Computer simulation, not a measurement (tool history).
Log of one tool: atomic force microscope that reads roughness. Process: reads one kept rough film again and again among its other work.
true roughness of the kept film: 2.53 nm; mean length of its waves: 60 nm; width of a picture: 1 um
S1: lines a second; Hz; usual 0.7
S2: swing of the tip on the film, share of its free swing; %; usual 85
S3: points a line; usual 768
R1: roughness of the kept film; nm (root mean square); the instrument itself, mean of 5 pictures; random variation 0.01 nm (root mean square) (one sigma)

run 1 hour=0 | S1=0.7 S2=85 S3=768 | R1=2.289
run 2 hour=11.3 | S1=0.7 S2=85 S3=768 | R1=2.258
run 3 hour=23.1 | S1=0.7 S2=85 S3=423 | R1=2.268
run 4 hour=38.2 | S1=0.7 S2=85 S3=423 | R1=2.27
run 5 hour=47.7 | S1=0.7 S2=85 S3=768 | R1=2.273
run 6 hour=60 | S1=0.7 S2=85 S3=768 | R1=2.276
run 7 hour=79.5 | S1=0.7 S2=55 S3=768 | R1=2.389
run 8 hour=90.2 | S1=0.7 S2=85 S3=768 | R1=2.246
run 9 hour=99.4 | S1=0.7 S2=85 S3=768 | R1=2.26
run 10 hour=113.7 | S1=0.7 S2=85 S3=768 | R1=2.315
run 11 hour=125.7 | S1=0.7 S2=85 S3=768 | R1=2.315
run 12 hour=137.2 | S1=0.7 S2=85 S3=768 | R1=2.323
run 13 hour=149.8 | S1=0.7 S2=85 S3=768 | R1=2.306
run 14 hour=166.7 | S1=0.7 S2=85 S3=768 | R1=2.326
run 15 hour=182.2 | S1=0.7 S2=85 S3=301 | R1=2.287
run 16 hour=200.8 | S1=0.7 S2=85 S3=301 | R1=2.312
run 17 hour=210.5 | S1=0.7 S2=86 S3=301 | R1=2.297
run 18 hour=218.4 | S1=0.7 S2=86 S3=301 | R1=2.294
run 19 hour=236.2 | S1=2.791 S2=86 S3=301 | R1=1.908
run 20 hour=247.9 | S1=2.791 S2=86 S3=301 | R1=1.917
run 21 hour=266.5 | S1=2.791 S2=86 S3=301 | R1=1.9
run 22 hour=276.3 | S1=2.791 S2=86 S3=301 | R1=1.903
run 23 hour=285.3 | S1=2.791 S2=86 S3=301 | R1=1.887
run 24 hour=298.3 | S1=0.7 S2=85 S3=768 | R1=2.29
run 25 hour=317.1 | S1=0.7 S2=85 S3=768 | R1=2.306
run 26 hour=326.8 | S1=0.7 S2=78 S3=513 | R1=2.358
run 27 hour=335.2 | S1=1.455 S2=85 S3=768 | R1=2.135
run 28 hour=351.1 | S1=0.681 S2=66 S3=776 | R1=2.394
run 29 hour=361.7 | S1=0.681 S2=66 S3=776 | R1=2.396
run 30 hour=370.4 | S1=0.681 S2=66 S3=776 | R1=2.412
run 31 hour=386.2 | S1=0.681 S2=66 S3=776 | R1=2.409
run 32 hour=394.6 | S1=0.681 S2=66 S3=451 | R1=2.393
run 33 hour=413.1 | S1=0.823 S2=72 S3=490 | R1=2.355
run 34 hour=423 | S1=1.659 S2=67 S3=629 | R1=2.303
run 35 hour=439.9 | S1=3.933 S2=79 S3=290 | R1=1.875
run 36 hour=453.6 | S1=3.933 S2=79 S3=290 | R1=1.884
run 37 hour=466.3 | S1=3.933 S2=79 S3=290 | R1=1.886
run 38 hour=481.6 | S1=2.128 S2=85 S3=538 | R1=2.01
run 39 hour=491.6 | S1=2.128 S2=85 S3=538 | R1=2.001
run 40 hour=507.9 | S1=2.128 S2=85 S3=538 | R1=1.997
run 41 hour=517.3 | S1=2.128 S2=85 S3=538 | R1=2.012
run 42 hour=533.5 | S1=0.689 S2=85 S3=421 | R1=2.274
run 43 hour=550.5 | S1=1.461 S2=85 S3=575 | R1=2.124
run 44 hour=560.5 | S1=1.461 S2=85 S3=575 | R1=2.124
run 45 hour=573.7 | S1=3.891 S2=85 S3=575 | R1=1.744
run 46 hour=588.1 | S1=1.864 S2=76 S3=781 | R1=2.168
run 47 hour=601.8 | S1=1.307 S2=87 S3=627 | R1=2.115
run 48 hour=613.8 | S1=1.307 S2=87 S3=627 | R1=2.178
run 49 hour=627.8 | S1=1.307 S2=87 S3=627 | R1=2.179
run 50 hour=637.3 | S1=0.513 S2=85 S3=768 | R1=2.377

Taken out of this log: 4 entries between the listed runs. Where each belongs, and how the hidden state differs across it:
Between runs 9 and 10: new tip fitted (hour 104.5)
  radius of the tip, nm: 15.3 -> 5.4; height scale over the true one, %: -0.16 -> -0.17
  measured less the result without the state, R1: -0.067 -> -0.007 nm (root mean square)
Between runs 19 and 20: height scale calibrated on a step standard (hour 238.1)
  radius of the tip, nm: 7.7 -> 7.9; height scale over the true one, %: -0.21 -> -0.25
  measured less the result without the state, R1: -0.018 -> -0.02 nm (root mean square)
Between runs 27 and 28: height scale calibrated on a step standard, once more (hour 349)
  radius of the tip, nm: 9.6 -> 9.9; height scale over the true one, %: -0.28 -> -0.02
  measured less the result without the state, R1: -0.033 -> -0.033 nm (root mean square)
Between runs 47 and 48: new tip fitted (hour 611.7)
  radius of the tip, nm: 14.6 -> 5.3; height scale over the true one, %: -0.09 -> -0.1
  measured less the result without the state, R1: -0.058 -> -0.004 nm (root mean square)
